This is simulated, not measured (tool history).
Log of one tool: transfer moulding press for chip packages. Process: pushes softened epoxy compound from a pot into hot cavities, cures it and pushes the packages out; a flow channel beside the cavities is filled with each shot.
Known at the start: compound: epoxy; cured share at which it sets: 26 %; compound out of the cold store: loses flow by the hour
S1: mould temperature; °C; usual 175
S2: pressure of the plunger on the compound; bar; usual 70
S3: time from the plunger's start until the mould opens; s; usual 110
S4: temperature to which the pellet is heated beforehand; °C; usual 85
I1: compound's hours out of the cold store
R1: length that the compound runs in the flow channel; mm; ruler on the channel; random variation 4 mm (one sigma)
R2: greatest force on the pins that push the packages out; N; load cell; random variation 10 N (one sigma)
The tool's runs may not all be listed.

run	hour	S1	S2	S3	S4	I1	R1	R2
1	0	175	70	110	85	47.5	669	843
# hour 12.6: cavities cleaned with cleaning compound and waxed
2	29	175	70	110	85	33.6	739	593
3	52.5	175	70	110	85	11.6	870	749
4	77.5	175	70	110	85	14.4	852	843
# hour 93.5: plunger's sealing rings changed
5	100.6	175	70	110	85	25.3	858	827
6	117	175	70	110	85	8.4	976	939
# hour 123.3: cavities cleaned with cleaning compound and waxed
7	140.5	175	70	110	85	34.4	792	585
8	158.7	175	70	110	85	44.9	726	700
# hour 175.1: mould's thermocouples calibrated
9	181.8	175	70	110	85	8.9	957	858
10	207.8	175	70	110	85	13.8	924	970
11	231.6	175	70	110	85	43.9	730	875
# hour 235.9: cavities cleaned with cleaning compound and waxed
12	255.8	175	71.2	110	83	36.7	773	656
13	277.2	175	70	91	85	41.9	735	996
14	307.3	175	70	91	85	18	876	1269
15	333.5	175	70	92	91	23.1	842	1274
# hour 345.5: cavities cleaned with cleaning compound and waxed
# hour 349.6: mould's thermocouples calibrated, once more
16	361.2	179	70	110	91	30.4	771	505
17	383.9	179	70	110	91	25.7	795	643
18	405.1	176	79.9	110	91	11.2	962	749
19	434.7	175	70	93	85	18.4	853	1105
# hour 457.2: cavities cleaned with cleaning compound and waxed
20	464.3	175	70	93	85	23.5	813	699
21	478.7	172	70	110	85	31.1	772	672

The same runs without the tool's hidden state, with the same run-to-run variation:
The hidden state here: true mould temperature over the reading, C; pressure that reaches the compound, % of what is set; grip of the stained cavities, % over clean ones'; drift of the gauge itself on flow_mm, %; drift of the gauge itself on push_out_n, %.
run	R1	R2
1	719	433
2	799	448
3	944	468
4	928	462
5	857	432
6	977	470
7	795	436
8	732	448
9	964	465
10	934	486
11	741	424
12	788	457
13	752	558
14	900	608
15	869	579
16	806	407
17	834	424
18	1012	438
19	902	584
20	864	594
21	823	488

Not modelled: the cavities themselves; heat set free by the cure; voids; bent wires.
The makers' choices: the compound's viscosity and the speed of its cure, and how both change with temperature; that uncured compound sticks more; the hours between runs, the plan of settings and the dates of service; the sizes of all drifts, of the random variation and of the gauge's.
